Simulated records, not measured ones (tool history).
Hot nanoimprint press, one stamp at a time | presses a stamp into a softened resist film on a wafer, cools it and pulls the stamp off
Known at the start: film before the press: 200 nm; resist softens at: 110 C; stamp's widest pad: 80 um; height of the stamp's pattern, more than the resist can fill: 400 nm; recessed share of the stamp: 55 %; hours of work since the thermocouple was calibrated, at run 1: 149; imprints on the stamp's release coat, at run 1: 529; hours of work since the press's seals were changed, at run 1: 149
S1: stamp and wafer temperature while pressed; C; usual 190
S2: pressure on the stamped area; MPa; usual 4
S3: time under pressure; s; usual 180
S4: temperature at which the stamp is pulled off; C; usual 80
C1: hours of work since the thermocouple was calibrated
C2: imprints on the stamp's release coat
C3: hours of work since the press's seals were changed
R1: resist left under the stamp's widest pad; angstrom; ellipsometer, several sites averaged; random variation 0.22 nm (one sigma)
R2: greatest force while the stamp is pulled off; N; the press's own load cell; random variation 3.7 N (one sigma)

{"run": 1, "hour": 0.0, "S1": 190, "S2": 4, "S3": 180, "S4": 80, "C1": 149, "C2": 529, "C3": 149, "R1": 727, "R2": 195}
{"run": 2, "hour": 32.4, "S1": 190, "S2": 4, "S3": 180, "S4": 80, "C1": 167, "C2": 627, "C3": 167, "R1": 729, "R2": 199}
{"run": 3, "hour": 60.3, "S1": 190, "S2": 4, "S3": 180, "S4": 81, "C1": 182, "C2": 712, "C3": 182, "R1": 727, "R2": 207}
{"run": 4, "hour": 109.4, "S1": 190, "S2": 4, "S3": 180, "S4": 81, "C1": 210, "C2": 860, "C3": 210, "R1": 724, "R2": 207}
{"run": 5, "hour": 158.8, "S1": 190, "S2": 4, "S3": 180, "S4": 81, "C1": 238, "C2": 1009, "C3": 238, "R1": 725, "R2": 214}
{"hour": 198.7, "done": "stamp cleaned and given a new release coat"}
{"run": 6, "hour": 209.7, "S1": 190, "S2": 3.45, "S3": 180, "S4": 81, "C1": 263, "C2": 33, "C3": 263, "R1": 771, "R2": 174}
{"run": 7, "hour": 248.8, "S1": 190, "S2": 4, "S3": 180, "S4": 80, "C1": 285, "C2": 151, "C3": 285, "R1": 721, "R2": 184}
{"run": 8, "hour": 285.6, "S1": 190, "S2": 4, "S3": 131, "S4": 80, "C1": 305, "C2": 263, "C3": 305, "R1": 827, "R2": 186}
{"run": 9, "hour": 334.3, "S1": 190, "S2": 4, "S3": 131, "S4": 80, "C1": 332, "C2": 410, "C3": 332, "R1": 827, "R2": 195}
{"run": 10, "hour": 362.7, "S1": 190, "S2": 4, "S3": 131, "S4": 80, "C1": 348, "C2": 496, "C3": 348, "R1": 821, "R2": 193}
{"run": 11, "hour": 395.9, "S1": 190, "S2": 4, "S3": 131, "S4": 80, "C1": 367, "C2": 596, "C3": 367, "R1": 820, "R2": 201}
{"run": 12, "hour": 449.0, "S1": 190, "S2": 4, "S3": 131, "S4": 80, "C1": 397, "C2": 757, "C3": 397, "R1": 820, "R2": 201}
{"run": 13, "hour": 477.9, "S1": 193, "S2": 3.62, "S3": 222, "S4": 79, "C1": 413, "C2": 844, "C3": 413, "R1": 621, "R2": 214}
{"run": 14, "hour": 528.8, "S1": 201, "S2": 3.95, "S3": 320, "S4": 80, "C1": 441, "C2": 998, "C3": 441, "R1": 397, "R2": 212}
{"hour": 570.5, "done": "stamp cleaned and given a new release coat"}
{"run": 15, "hour": 591.5, "S1": 201, "S2": 3.95, "S3": 320, "S4": 80, "C1": 473, "C2": 63, "C3": 473, "R1": 393, "R2": 175}
{"run": 16, "hour": 625.0, "S1": 201, "S2": 3.95, "S3": 320, "S4": 80, "C1": 492, "C2": 165, "C3": 492, "R1": 391, "R2": 174}
{"run": 17, "hour": 659.8, "S1": 186, "S2": 5.73, "S3": 180, "S4": 67, "C1": 511, "C2": 270, "C3": 511, "R1": 694, "R2": 231}
{"run": 18, "hour": 685.2, "S1": 198, "S2": 2.69, "S3": 180, "S4": 67, "C1": 525, "C2": 347, "C3": 525, "R1": 665, "R2": 239}
{"run": 19, "hour": 718.4, "S1": 198, "S2": 4.78, "S3": 179, "S4": 74, "C1": 544, "C2": 447, "C3": 544, "R1": 518, "R2": 220}
{"hour": 741.2, "done": "press's hydraulic seals changed and the load cell set to zero"}
{"hour": 753.9, "done": "plate thermocouple calibrated"}
{"run": 20, "hour": 786.8, "S1": 180, "S2": 4.78, "S3": 179, "S4": 74, "C1": 18, "C2": 621, "C3": 24, "R1": 916, "R2": 234}
{"run": 21, "hour": 844.5, "S1": 180, "S2": 4.78, "S3": 179, "S4": 74, "C1": 51, "C2": 795, "C3": 56, "R1": 916, "R2": 228}

Measured less the same run without the tool's hidden state. The same run-to-run variation is in both; the gauge's scatter may not be:
The hidden state here: true temperature over the reading, C; pressure that arrives at the usual setting, %; grip of the stamp's worn release coat, % over a new coat's; drift of the gauge itself on residual_nm, %; drift of the gauge itself on pull_off_n, %.
run=1 R1=-7 R2=+21
run=2 R1=-8 R2=+25
run=3 R1=-8 R2=+30
run=4 R1=-9 R2=+35
run=5 R1=-11 R2=+41
run=6 R1=-14 R2=-2
run=7 R1=-13 R2=+3
run=8 R1=-16 R2=+7
run=9 R1=-17 R2=+13
run=10 R1=-18 R2=+17
run=11 R1=-19 R2=+21
run=12 R1=-21 R2=+27
run=13 R1=-18 R2=+32
run=14 R1=-10 R2=+37
run=15 R1=-12 R2=-5
run=16 R1=-12 R2=-1
run=17 R1=-20 R2=+7
run=18 R1=-27 R2=+11
run=19 R1=-16 R2=+14
run=20 R1=-19 R2=+29
run=21 R1=-20 R2=+36
